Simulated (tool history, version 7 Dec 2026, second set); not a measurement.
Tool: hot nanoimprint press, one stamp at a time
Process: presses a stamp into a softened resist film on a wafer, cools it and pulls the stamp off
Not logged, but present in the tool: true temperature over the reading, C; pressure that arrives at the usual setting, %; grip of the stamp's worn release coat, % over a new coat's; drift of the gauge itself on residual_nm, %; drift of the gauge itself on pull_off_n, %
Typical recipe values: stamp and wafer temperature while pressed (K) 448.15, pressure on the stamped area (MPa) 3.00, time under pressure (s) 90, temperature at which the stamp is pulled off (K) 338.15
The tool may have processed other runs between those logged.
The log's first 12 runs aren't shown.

run,day,stamp and wafer temperature while pressed (K),pressure on the stamped area (MPa),time under pressure (s),temperature at which the stamp is pulled off (K),hours of work since the thermocouple was calibrated,imprints on the stamp's release coat,hours of work since the press's seals were changed,resist left under the stamp's widest pad (Å),greatest force while the stamp is pulled off (N)
# day 6.392: plate thermocouple calibrated
13,6.558,448.15,3.00,90,338.15,3,99,539,1193,237
14,6.979,448.15,3.00,90,338.15,9,135,546,1205,234
15,7.554,448.15,3.00,90,338.15,18,184,555,1205,237
16,7.871,448.15,3.38,90,339.15,24,212,560,1124,224
17,8.521,448.15,3.38,84,328.15,34,267,570,1156,277
18,8.908,442.15,2.77,84,328.15,40,301,576,1618,278
19,9.308,458.15,2.75,74,335.15,46,335,583,912,254
20,9.625,441.15,3.00,154,338.15,51,362,588,1322,236
21,10.225,444.15,1.95,76,338.15,61,414,597,1842,239
22,10.638,455.15,3.00,111,346.15,68,449,604,840,206
23,11.246,455.15,3.00,111,346.15,77,501,614,838,215
24,11.725,455.15,3.00,111,346.15,85,542,621,829,225
25,12.396,448.15,3.00,132,342.15,96,599,632,1057,223
26,12.929,449.15,3.00,132,342.15,104,645,640,996,230
27,13.371,448.15,2.05,90,338.15,111,683,647,1472,241
28,14.029,448.15,2.67,77,338.15,122,739,658,1348,236
29,14.454,448.15,2.67,77,338.15,128,776,665,1339,243
# day 14.996: stamp cleaned and given a new release coat
30,15.083,449.15,2.55,77,338.15,134,7,671,1358,242

What if the next run were any one of these 3? Each begins from the tool's condition after run 30:
A,15.388,449.15,3.00,90,338.15,139,34,676,?,?
B,15.388,448.15,3.68,90,338.15,139,34,676,?,?
C,15.388,454.15,2.55,77,338.15,139,34,676,?,?

run,resist left under the stamp's widest pad (Å),greatest force while the stamp is pulled off (N)
A,1144,233
B,1072,238
C,1104,235
Without the tool's hidden state the same runs would have given:
run,resist left under the stamp's widest pad (Å),greatest force while the stamp is pulled off (N)
A,1145,233
B,1072,238
C,1105,235
